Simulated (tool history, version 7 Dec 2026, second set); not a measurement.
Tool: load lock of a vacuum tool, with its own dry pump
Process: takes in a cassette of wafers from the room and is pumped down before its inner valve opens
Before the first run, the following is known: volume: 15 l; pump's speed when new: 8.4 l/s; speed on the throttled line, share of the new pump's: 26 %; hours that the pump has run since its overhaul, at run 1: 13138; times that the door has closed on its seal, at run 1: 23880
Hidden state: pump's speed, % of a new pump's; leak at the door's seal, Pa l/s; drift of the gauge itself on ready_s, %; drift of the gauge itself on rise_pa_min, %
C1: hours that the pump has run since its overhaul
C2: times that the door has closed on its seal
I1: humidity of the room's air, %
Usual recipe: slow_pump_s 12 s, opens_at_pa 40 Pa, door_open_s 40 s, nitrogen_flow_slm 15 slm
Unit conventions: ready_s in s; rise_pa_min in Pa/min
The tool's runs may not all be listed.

{"run": 1, "day": 0.0, "slow_pump_s": 12, "opens_at_pa": 40, "door_open_s": 40, "nitrogen_flow_slm": 15, "C1": 13138, "C2": 23880, "I1": 42.7, "ready_s": 23.8, "rise_pa_min": 0.079}
{"run": 2, "day": 10.6, "slow_pump_s": 12, "opens_at_pa": 40, "door_open_s": 40, "nitrogen_flow_slm": 16, "C1": 13393, "C2": 24560, "I1": 44.2, "ready_s": 23.6, "rise_pa_min": 0.077}
{"run": 3, "day": 35.15, "slow_pump_s": 12, "opens_at_pa": 40, "door_open_s": 40, "nitrogen_flow_slm": 16, "C1": 13982, "C2": 26136, "I1": 46.8, "ready_s": 24.1, "rise_pa_min": 0.087}
{"run": 4, "day": 60.554, "slow_pump_s": 12, "opens_at_pa": 40, "door_open_s": 40, "nitrogen_flow_slm": 28, "C1": 14592, "C2": 27766, "I1": 48.9, "ready_s": 23.9, "rise_pa_min": 0.083}
{"run": 5, "day": 86.146, "slow_pump_s": 12, "opens_at_pa": 40, "door_open_s": 40, "nitrogen_flow_slm": 28, "C1": 15206, "C2": 29408, "I1": 42.4, "ready_s": 23.9, "rise_pa_min": 0.076}
{"run": 6, "day": 101.367, "slow_pump_s": 12, "opens_at_pa": 40, "door_open_s": 40, "nitrogen_flow_slm": 7, "C1": 15571, "C2": 30385, "I1": 45, "ready_s": 24.1, "rise_pa_min": 0.11}
{"run": 7, "day": 113.312, "slow_pump_s": 12, "opens_at_pa": 40, "door_open_s": 40, "nitrogen_flow_slm": 7, "C1": 15858, "C2": 31152, "I1": 42.1, "ready_s": 23.9, "rise_pa_min": 0.101}
{"run": 8, "day": 124.975, "slow_pump_s": 12, "opens_at_pa": 40, "door_open_s": 40, "nitrogen_flow_slm": 7, "C1": 16138, "C2": 31900, "I1": 44.3, "ready_s": 24.2, "rise_pa_min": 0.109}
{"run": 9, "day": 138.267, "slow_pump_s": 12, "opens_at_pa": 40, "door_open_s": 40, "nitrogen_flow_slm": 7, "C1": 16457, "C2": 32753, "I1": 47.5, "ready_s": 23.9, "rise_pa_min": 0.126}
{"run": 10, "day": 158.954, "slow_pump_s": 12, "opens_at_pa": 40, "door_open_s": 40, "nitrogen_flow_slm": 7, "C1": 16953, "C2": 34081, "I1": 46, "ready_s": 24.3, "rise_pa_min": 0.113}
{"run": 11, "day": 179.275, "slow_pump_s": 12, "opens_at_pa": 40, "door_open_s": 40, "nitrogen_flow_slm": 7, "C1": 17441, "C2": 35385, "I1": 45.3, "ready_s": 23.9, "rise_pa_min": 0.122}
{"run": 12, "day": 201.379, "slow_pump_s": 12, "opens_at_pa": 40, "door_open_s": 40, "nitrogen_flow_slm": 7, "C1": 17971, "C2": 36804, "I1": 42.2, "ready_s": 24.4, "rise_pa_min": 0.124}
{"run": 13, "day": 218.017, "slow_pump_s": 12, "opens_at_pa": 40, "door_open_s": 40, "nitrogen_flow_slm": 7, "C1": 18371, "C2": 37871, "I1": 46, "ready_s": 24.3, "rise_pa_min": 0.125}
{"run": 14, "day": 230.875, "slow_pump_s": 12, "opens_at_pa": 40, "door_open_s": 40, "nitrogen_flow_slm": 15, "C1": 18679, "C2": 38696, "I1": 48.4, "ready_s": 24.3, "rise_pa_min": 0.118}
{"run": 15, "day": 242.088, "slow_pump_s": 12, "opens_at_pa": 40, "door_open_s": 40, "nitrogen_flow_slm": 15, "C1": 18948, "C2": 39416, "I1": 45.8, "ready_s": 24.3, "rise_pa_min": 0.119}
{"run": 16, "day": 259.896, "slow_pump_s": 12, "opens_at_pa": 40, "door_open_s": 40, "nitrogen_flow_slm": 15, "C1": 19376, "C2": 40559, "I1": 43.8, "ready_s": 24.3, "rise_pa_min": 0.119}
{"run": 17, "day": 275.125, "slow_pump_s": 12, "opens_at_pa": 40, "door_open_s": 40, "nitrogen_flow_slm": 15, "C1": 19741, "C2": 41536, "I1": 46.6, "ready_s": 24.3, "rise_pa_min": 0.123}
{"run": 18, "day": 288.608, "slow_pump_s": 22, "opens_at_pa": 45, "door_open_s": 40, "nitrogen_flow_slm": 19, "C1": 20065, "C2": 42401, "I1": 44.2, "ready_s": 31.4, "rise_pa_min": 0.119}
{"day": 293.367, "done": "dry pump taken out, an overhauled one fitted"}
{"run": 19, "day": 301.933, "slow_pump_s": 22, "opens_at_pa": 37, "door_open_s": 38, "nitrogen_flow_slm": 19, "C1": 206, "C2": 43241, "I1": 45, "ready_s": 30.5, "rise_pa_min": 0.117}
{"run": 20, "day": 327.162, "slow_pump_s": 22, "opens_at_pa": 37, "door_open_s": 38, "nitrogen_flow_slm": 19, "C1": 811, "C2": 44860, "I1": 47.7, "ready_s": 30.7, "rise_pa_min": 0.129}
{"run": 21, "day": 350.125, "slow_pump_s": 12, "opens_at_pa": 42, "door_open_s": 40, "nitrogen_flow_slm": 15, "C1": 1362, "C2": 46333, "I1": 45.1, "ready_s": 22.9, "rise_pa_min": 0.14}
{"run": 22, "day": 374.529, "slow_pump_s": 7, "opens_at_pa": 30, "door_open_s": 40, "nitrogen_flow_slm": 15, "C1": 1948, "C2": 47899, "I1": 44.3, "ready_s": 19.7, "rise_pa_min": 0.148}
{"run": 23, "day": 399.479, "slow_pump_s": 12, "opens_at_pa": 40, "door_open_s": 67, "nitrogen_flow_slm": 15, "C1": 2547, "C2": 49501, "I1": 43.4, "ready_s": 23.1, "rise_pa_min": 0.164}
{"run": 24, "day": 409.933, "slow_pump_s": 12, "opens_at_pa": 40, "door_open_s": 67, "nitrogen_flow_slm": 15, "C1": 2798, "C2": 50171, "I1": 44.4, "ready_s": 22.9, "rise_pa_min": 0.171}
{"run": 25, "day": 423.45, "slow_pump_s": 12, "opens_at_pa": 40, "door_open_s": 67, "nitrogen_flow_slm": 15, "C1": 3122, "C2": 51039, "I1": 44.5, "ready_s": 23.3, "rise_pa_min": 0.17}
{"run": 26, "day": 437.733, "slow_pump_s": 19, "opens_at_pa": 40, "door_open_s": 114, "nitrogen_flow_slm": 5, "C1": 3465, "C2": 51955, "I1": 40.7, "ready_s": 28.1, "rise_pa_min": 0.244}
{"run": 27, "day": 458.983, "slow_pump_s": 19, "opens_at_pa": 40, "door_open_s": 114, "nitrogen_flow_slm": 5, "C1": 3975, "C2": 53319, "I1": 45, "ready_s": 28.6, "rise_pa_min": 0.255}
{"run": 28, "day": 473.312, "slow_pump_s": 19, "opens_at_pa": 40, "door_open_s": 114, "nitrogen_flow_slm": 5, "C1": 4319, "C2": 54239, "I1": 44.8, "ready_s": 28.2, "rise_pa_min": 0.258}
{"run": 29, "day": 492.838, "slow_pump_s": 19, "opens_at_pa": 40, "door_open_s": 114, "nitrogen_flow_slm": 5, "C1": 4787, "C2": 55492, "I1": 43.5, "ready_s": 28.1, "rise_pa_min": 0.26}
{"run": 30, "day": 518.021, "slow_pump_s": 19, "opens_at_pa": 40, "door_open_s": 114, "nitrogen_flow_slm": 5, "C1": 5392, "C2": 57108, "I1": 47, "ready_s": 28.4, "rise_pa_min": 0.272}
{"day": 522.171, "done": "door's seal changed, seat wiped"}
{"run": 31, "day": 530.85, "slow_pump_s": 22, "opens_at_pa": 55, "door_open_s": 123, "nitrogen_flow_slm": 12, "C1": 5698, "C2": 557, "I1": 42.1, "ready_s": 29.6, "rise_pa_min": 0.107}
{"run": 32, "day": 546.196, "slow_pump_s": 12, "opens_at_pa": 43, "door_open_s": 121, "nitrogen_flow_slm": 15, "C1": 6066, "C2": 1542, "I1": 47.7, "ready_s": 23.1, "rise_pa_min": 0.108}
{"run": 33, "day": 565.758, "slow_pump_s": 14, "opens_at_pa": 43, "door_open_s": 121, "nitrogen_flow_slm": 6, "C1": 6536, "C2": 2797, "I1": 47.2, "ready_s": 24.7, "rise_pa_min": 0.155}
{"run": 34, "day": 587.292, "slow_pump_s": 12, "opens_at_pa": 40, "door_open_s": 40, "nitrogen_flow_slm": 14, "C1": 7053, "C2": 4179, "I1": 47.4, "ready_s": 23.4, "rise_pa_min": 0.057}

Consider 5 possible next runs. They are alternatives, not a sequence: every one starts from the tool as it was left by run 34. What does each give?
{"run": "A", "day": 608.65, "slow_pump_s": 15, "opens_at_pa": 65, "door_open_s": 40, "nitrogen_flow_slm": 15, "C1": 7565, "C2": 5550, "I1": 46, "ready_s": "?", "rise_pa_min": "?"}
{"run": "B", "day": 608.65, "slow_pump_s": 12, "opens_at_pa": 42, "door_open_s": 40, "nitrogen_flow_slm": 15, "C1": 7565, "C2": 5550, "I1": 46, "ready_s": "?", "rise_pa_min": "?"}
{"run": "C", "day": 608.65, "slow_pump_s": 12, "opens_at_pa": 66, "door_open_s": 26, "nitrogen_flow_slm": 33, "C1": 7565, "C2": 5550, "I1": 45.5, "ready_s": "?", "rise_pa_min": "?"}
{"run": "D", "day": 608.65, "slow_pump_s": 19, "opens_at_pa": 40, "door_open_s": 40, "nitrogen_flow_slm": 14, "C1": 7565, "C2": 5550, "I1": 48.2, "ready_s": "?", "rise_pa_min": "?"}
{"run": "E", "day": 608.65, "slow_pump_s": 6, "opens_at_pa": 40, "door_open_s": 40, "nitrogen_flow_slm": 14, "C1": 7565, "C2": 5550, "I1": 43.5, "ready_s": "?", "rise_pa_min": "?"}

run=A ready_s=24.5 rise_pa_min=0.053
run=B ready_s=23.5 rise_pa_min=0.059
run=C ready_s=22.5 rise_pa_min=0.03
run=D ready_s=28.4 rise_pa_min=0.05
run=E ready_s=18.8 rise_pa_min=0.052
The same runs, with their run-to-run variation unchanged, on a tool lacking any hidden condition would have given:
run=A ready_s=24 rise_pa_min=0.048
run=B ready_s=22.9 rise_pa_min=0.054
run=C ready_s=22 rise_pa_min=0.025
run=D ready_s=27.9 rise_pa_min=0.045
run=E ready_s=18.1 rise_pa_min=0.047

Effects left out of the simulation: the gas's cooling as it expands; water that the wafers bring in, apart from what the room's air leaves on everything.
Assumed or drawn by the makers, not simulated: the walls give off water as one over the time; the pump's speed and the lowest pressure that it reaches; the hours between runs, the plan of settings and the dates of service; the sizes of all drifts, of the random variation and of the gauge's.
